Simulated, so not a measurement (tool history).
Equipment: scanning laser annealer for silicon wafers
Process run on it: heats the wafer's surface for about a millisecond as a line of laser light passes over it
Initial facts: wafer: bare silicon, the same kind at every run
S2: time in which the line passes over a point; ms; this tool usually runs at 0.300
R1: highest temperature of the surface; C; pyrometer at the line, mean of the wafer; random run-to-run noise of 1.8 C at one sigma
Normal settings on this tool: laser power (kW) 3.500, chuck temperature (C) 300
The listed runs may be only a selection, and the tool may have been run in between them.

run 1 day=0.000 | laser_power_(kW)=3.500 S2=0.300 chuck_temperature_(C)=300 | R1=1010
run 2 day=3.188 | laser_power_(kW)=3.500 S2=0.300 chuck_temperature_(C)=300 | R1=1010
run 3 day=5.675 | laser_power_(kW)=3.500 S2=0.300 chuck_temperature_(C)=300 | R1=1014
-- day=8.058 window over the wafer cleaned
run 4 day=9.846 | laser_power_(kW)=3.019 S2=0.300 chuck_temperature_(C)=300 | R1=898
run 5 day=13.004 | laser_power_(kW)=3.500 S2=0.300 chuck_temperature_(C)=315 | R1=1030
run 6 day=14.812 | laser_power_(kW)=3.500 S2=0.300 chuck_temperature_(C)=315 | R1=1027
run 7 day=18.371 | laser_power_(kW)=3.500 S2=0.300 chuck_temperature_(C)=297 | R1=1010
run 8 day=21.175 | laser_power_(kW)=3.500 S2=0.300 chuck_temperature_(C)=297 | R1=1009
run 9 day=24.500 | laser_power_(kW)=3.406 S2=0.300 chuck_temperature_(C)=300 | R1=989
run 10 day=27.250 | laser_power_(kW)=3.406 S2=0.300 chuck_temperature_(C)=300 | R1=988
run 11 day=31.383 | laser_power_(kW)=3.761 S2=0.300 chuck_temperature_(C)=300 | R1=1071
run 12 day=34.021 | laser_power_(kW)=3.500 S2=0.300 chuck_temperature_(C)=300 | R1=1011
run 13 day=36.500 | laser_power_(kW)=3.500 S2=0.300 chuck_temperature_(C)=327 | R1=1039
-- day=37.775 optics aligned, line set to its width
run 14 day=40.696 | laser_power_(kW)=3.500 S2=0.300 chuck_temperature_(C)=327 | R1=1037
-- day=42.333 window over the wafer cleaned
run 15 day=44.112 | laser_power_(kW)=3.500 S2=0.300 chuck_temperature_(C)=327 | R1=1040
run 16 day=46.000 | laser_power_(kW)=3.622 S2=0.300 chuck_temperature_(C)=300 | R1=1041
run 17 day=49.562 | laser_power_(kW)=3.500 S2=0.300 chuck_temperature_(C)=300 | R1=1013
run 18 day=52.533 | laser_power_(kW)=3.500 S2=0.300 chuck_temperature_(C)=300 | R1=1013
run 19 day=55.058 | laser_power_(kW)=3.500 S2=0.300 chuck_temperature_(C)=300 | R1=1015
run 20 day=57.104 | laser_power_(kW)=3.500 S2=0.300 chuck_temperature_(C)=300 | R1=1012
run 21 day=59.629 | laser_power_(kW)=3.500 S2=0.300 chuck_temperature_(C)=273 | R1=982
run 22 day=62.962 | laser_power_(kW)=3.500 S2=0.300 chuck_temperature_(C)=273 | R1=983
run 23 day=65.879 | laser_power_(kW)=3.627 S2=0.339 chuck_temperature_(C)=303 | R1=1093
run 24 day=67.575 | laser_power_(kW)=3.832 S2=0.300 chuck_temperature_(C)=305 | R1=1092
run 25 day=69.404 | laser_power_(kW)=3.500 S2=0.300 chuck_temperature_(C)=279 | R1=988
run 26 day=72.367 | laser_power_(kW)=3.020 S2=0.239 chuck_temperature_(C)=270 | R1=796
run 27 day=75.238 | laser_power_(kW)=3.500 S2=0.300 chuck_temperature_(C)=274 | R1=985
-- day=76.504 window over the wafer cleaned
run 28 day=78.317 | laser_power_(kW)=3.500 S2=0.300 chuck_temperature_(C)=274 | R1=985
run 29 day=82.379 | laser_power_(kW)=3.048 S2=0.327 chuck_temperature_(C)=321 | R1=952
run 30 day=85.483 | laser_power_(kW)=3.458 S2=0.302 chuck_temperature_(C)=285 | R1=990
run 31 day=89.483 | laser_power_(kW)=3.088 S2=0.300 chuck_temperature_(C)=296 | R1=912
run 32 day=93.617 | laser_power_(kW)=3.088 S2=0.300 chuck_temperature_(C)=296 | R1=908
run 33 day=95.912 | laser_power_(kW)=3.432 S2=0.256 chuck_temperature_(C)=324 | R1=962
run 34 day=99.817 | laser_power_(kW)=3.432 S2=0.256 chuck_temperature_(C)=324 | R1=965
run 35 day=102.396 | laser_power_(kW)=3.432 S2=0.256 chuck_temperature_(C)=324 | R1=961
run 36 day=105.767 | laser_power_(kW)=3.753 S2=0.305 chuck_temperature_(C)=272 | R1=1047
run 37 day=107.925 | laser_power_(kW)=3.753 S2=0.305 chuck_temperature_(C)=272 | R1=1052
run 38 day=109.875 | laser_power_(kW)=3.028 S2=0.321 chuck_temperature_(C)=305 | R1=926
-- day=110.792 window over the wafer cleaned
run 39 day=112.642 | laser_power_(kW)=3.823 S2=0.291 chuck_temperature_(C)=300 | R1=1078
run 40 day=115.704 | laser_power_(kW)=3.407 S2=0.291 chuck_temperature_(C)=288 | R1=966
run 41 day=119.054 | laser_power_(kW)=3.062 S2=0.291 chuck_temperature_(C)=321 | R1=916

Predict each of these 4 candidate next runs independently; none follows another, all start after run 41:
run A day=122.700 | laser_power_(kW)=3.313 S2=0.300 chuck_temperature_(C)=318 | R1=?
run B day=122.700 | laser_power_(kW)=3.618 S2=0.310 chuck_temperature_(C)=264 | R1=?
run C day=122.700 | laser_power_(kW)=3.500 S2=0.300 chuck_temperature_(C)=324 | R1=?
run D day=122.700 | laser_power_(kW)=3.205 S2=0.291 chuck_temperature_(C)=290 | R1=?

run=A R1=985
run=B R1=1015
run=C R1=1034
run=D R1=922
Take away the tool's hidden state, keep each run's random variation, and the runs would have read:
run=A R1=986
run=B R1=1016
run=C R1=1034
run=D R1=922
